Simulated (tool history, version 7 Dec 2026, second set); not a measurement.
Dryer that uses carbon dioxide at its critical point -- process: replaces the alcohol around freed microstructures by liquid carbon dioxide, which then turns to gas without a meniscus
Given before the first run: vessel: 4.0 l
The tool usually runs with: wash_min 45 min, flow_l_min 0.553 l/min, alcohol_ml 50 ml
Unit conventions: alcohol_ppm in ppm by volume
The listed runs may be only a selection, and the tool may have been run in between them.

{"run": 1, "hour": 0.0, "wash_min": 45, "flow_l_min": 0.553, "alcohol_ml": 50, "alcohol_ppm": 124}
{"run": 2, "hour": 13.3, "wash_min": 45, "flow_l_min": 0.553, "alcohol_ml": 50, "alcohol_ppm": 138}
{"run": 3, "hour": 27.4, "wash_min": 45, "flow_l_min": 0.553, "alcohol_ml": 50, "alcohol_ppm": 133}
{"run": 4, "hour": 41.9, "wash_min": 45, "flow_l_min": 0.553, "alcohol_ml": 50, "alcohol_ppm": 141}
{"run": 5, "hour": 57.3, "wash_min": 45, "flow_l_min": 0.553, "alcohol_ml": 50, "alcohol_ppm": 138}
{"run": 6, "hour": 72.1, "wash_min": 45, "flow_l_min": 0.553, "alcohol_ml": 27, "alcohol_ppm": 91}
{"run": 7, "hour": 82.7, "wash_min": 67, "flow_l_min": 0.553, "alcohol_ml": 55, "alcohol_ppm": 49}

The next listed run, before its measurement:
{"run": 8, "hour": 90.2, "wash_min": 45, "flow_l_min": 0.914, "alcohol_ml": 45, "alcohol_ppm": "?"}

{"run 8": {"alcohol_ppm": 43}}
Minus the tool's unlogged condition, the same run would have read alcohol_ppm 12 ppm by volume.
